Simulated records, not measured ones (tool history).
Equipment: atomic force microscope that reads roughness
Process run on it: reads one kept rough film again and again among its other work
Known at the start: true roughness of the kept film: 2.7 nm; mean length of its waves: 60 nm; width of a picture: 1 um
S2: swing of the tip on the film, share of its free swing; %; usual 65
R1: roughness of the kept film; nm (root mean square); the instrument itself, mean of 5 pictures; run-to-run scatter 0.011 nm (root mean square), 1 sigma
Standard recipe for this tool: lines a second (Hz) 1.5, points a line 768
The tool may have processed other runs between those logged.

Run 1, day 0: usual settings. Result: R1 2.442 nm (root mean square).
At day 1.075: new tip fitted.
Run 2, day 1.521: usual settings. Result: R1 2.508 nm (root mean square).
Run 3, day 3.671: usual settings. Result: R1 2.472 nm (root mean square).
Run 4, day 5.625: usual settings. Result: R1 2.442 nm (root mean square).
At day 6.575: new tip fitted.
Run 5, day 7.304: usual settings. Result: R1 2.487 nm (root mean square).
Run 6, day 8.588: usual settings. Result: R1 2.507 nm (root mean square).
Run 7, day 9.808: usual settings but points a line 878. Result: R1 2.47 nm (root mean square).
Run 8, day 11.121: usual settings but S2 88 %, points a line 878. Result: R1 2.295 nm (root mean square).
At day 11.962: new tip fitted.
Run 9, day 13.217: usual settings but points a line 323. Result: R1 2.474 nm (root mean square).
Run 10, day 15.512: usual settings but points a line 396. Result: R1 2.43 nm (root mean square).
At day 17.333: new tip fitted.
Run 11, day 17.783: usual settings but points a line 396. Result: R1 2.497 nm (root mean square).
Run 12, day 19.562: usual settings but points a line 396. Result: R1 2.466 nm (root mean square).
Run 13, day 21.692: usual settings but points a line 396. Result: R1 2.441 nm (root mean square).
At day 22.775: new tip fitted.
Run 14, day 23.783: usual settings but points a line 396. Result: R1 2.511 nm (root mean square).
Run 15, day 25.192: usual settings but points a line 396. Result: R1 2.464 nm (root mean square).
Run 16, day 27.029: usual settings but points a line 396. Result: R1 2.427 nm (root mean square).
At day 28.162: new tip fitted.
Run 17, day 28.667: usual settings. Result: R1 2.494 nm (root mean square).
Run 18, day 30.65: usual settings. Result: R1 2.452 nm (root mean square).
At day 33.546: new tip fitted.
Run 19, day 33.546: usual settings but points a line 926. Result: R1 2.499 nm (root mean square).
Run 20, day 36.033: usual settings. Result: R1 2.454 nm (root mean square).
Run 21, day 38.654: usual settings. Result: R1 2.417 nm (root mean square).
At day 38.962: new tip fitted.
Run 22, day 40.204: usual settings. Result: R1 2.475 nm (root mean square).
Run 23, day 41.854: usual settings. Result: R1 2.464 nm (root mean square).
At day 42.05: height scale calibrated on a step standard.
Run 24, day 43.379: usual settings but S2 57 %. Result: R1 2.444 nm (root mean square).
At day 44.417: new tip fitted.
Run 25, day 45.229: usual settings but lines a second (Hz) 2.14. Result: R1 2.435 nm (root mean square).
Run 26, day 46.429: usual settings but lines a second (Hz) 2.14. Result: R1 2.433 nm (root mean square).
Run 27, day 48.571: usual settings but lines a second (Hz) 2.14. Result: R1 2.384 nm (root mean square).
At day 49.767: new tip fitted.
Run 28, day 49.838: usual settings but lines a second (Hz) 0.75, S2 78 %. Result: R1 2.505 nm (root mean square).
Run 29, day 51.846: usual settings but lines a second (Hz) 1.54, S2 79 %, points a line 719. Result: R1 2.346 nm (root mean square).
At day 52.321: height scale calibrated on a step standard, once more.
Run 30, day 53.292: usual settings but lines a second (Hz) 0.97, S2 59 %, points a line 739. Result: R1 2.513 nm (root mean square).
At day 55.279: new tip fitted.
Run 31, day 55.312: usual settings but lines a second (Hz) 0.97, S2 59 %, points a line 739. Result: R1 2.588 nm (root mean square).
Run 32, day 56.621: usual settings but lines a second (Hz) 1.67, S2 59 %, points a line 739. Result: R1 2.523 nm (root mean square).
Run 33, day 59.042: usual settings but lines a second (Hz) 0.72, S2 74 %, points a line 493. Result: R1 2.49 nm (root mean square).
At day 60.675: new tip fitted.
Run 34, day 61.938: usual settings but lines a second (Hz) 2.81, S2 89 %, points a line 353. Result: R1 2.172 nm (root mean square).
Run 35, day 64.775: usual settings but lines a second (Hz) 2.81, S2 89 %, points a line 345. Result: R1 2.112 nm (root mean square).
At day 66.108: new tip fitted.
Run 36, day 67.238: usual settings but lines a second (Hz) 2.25, S2 89 %, points a line 618. Result: R1 2.241 nm (root mean square).
Run 37, day 69.892: usual settings but lines a second (Hz) 0.88, S2 64 %, points a line 590. Result: R1 2.498 nm (root mean square).
Run 38, day 71.121: usual settings but lines a second (Hz) 0.52, S2 73 %. Result: R1 2.467 nm (root mean square).
At day 71.65: new tip fitted.
Run 39, day 72.579: usual settings but lines a second (Hz) 2.03, S2 76 %, points a line 780. Result: R1 2.419 nm (root mean square).
Run 40, day 74.462: usual settings but lines a second (Hz) 2.03, S2 76 %, points a line 780. Result: R1 2.385 nm (root mean square).
Run 41, day 76.525: usual settings but lines a second (Hz) 3.56, S2 55 %, points a line 780. Result: R1 2.414 nm (root mean square).
At day 77.088: new tip fitted.
Run 42, day 78.533: usual settings but lines a second (Hz) 2.53, points a line 454. Result: R1 2.45 nm (root mean square).
Run 43, day 80.558: usual settings but lines a second (Hz) 2.53, points a line 454. Result: R1 2.419 nm (root mean square).
At day 82.608: new tip fitted.
Run 44, day 82.712: usual settings but lines a second (Hz) 2.53, points a line 454. Result: R1 2.48 nm (root mean square).
Run 45, day 85.396: usual settings but lines a second (Hz) 2.53, points a line 454. Result: R1 2.433 nm (root mean square).
At day 88.021: new tip fitted.
Run 46, day 88.221: usual settings but lines a second (Hz) 0.86, S2 76 %, points a line 728. Result: R1 2.519 nm (root mean square).
Run 47, day 89.879: usual settings but lines a second (Hz) 2.9, S2 90 %, points a line 572. Result: R1 2.123 nm (root mean square).
Run 48, day 92.542: usual settings but lines a second (Hz) 1, S2 57 %. Result: R1 2.484 nm (root mean square).
At day 93.425: new tip fitted.
Run 49, day 93.962: usual settings but lines a second (Hz) 3.09, S2 56 %, points a line 997. Result: R1 2.517 nm (root mean square).
Run 50, day 96.346: usual settings but lines a second (Hz) 1.53, S2 79 %, points a line 854. Result: R1 2.395 nm (root mean square).
Run 51, day 98.446: usual settings but lines a second (Hz) 0.64. Result: R1 2.465 nm (root mean square).

3 ways to go on from here, each from the tool as it stands after run 51. What would each give?
At day 98.796: new tip fitted.
Run A, day 99.642: usual settings but S2 88 %, points a line 440. Result: R1 ?.
At day 98.796: new tip fitted.
Run B, day 99.642: usual settings but lines a second (Hz) 0.64, points a line 765. Result: R1 ?.
At day 98.796: new tip fitted.
Run C, day 99.642: usual settings but lines a second (Hz) 1.64, S2 78 %, points a line 469. Result: R1 ?.

run     R1
  A  2.358
  B  2.533
  C  2.409
With no hidden state in the tool, these same runs would have given:
run     R1
  A  2.395
  B  2.573
  C  2.448
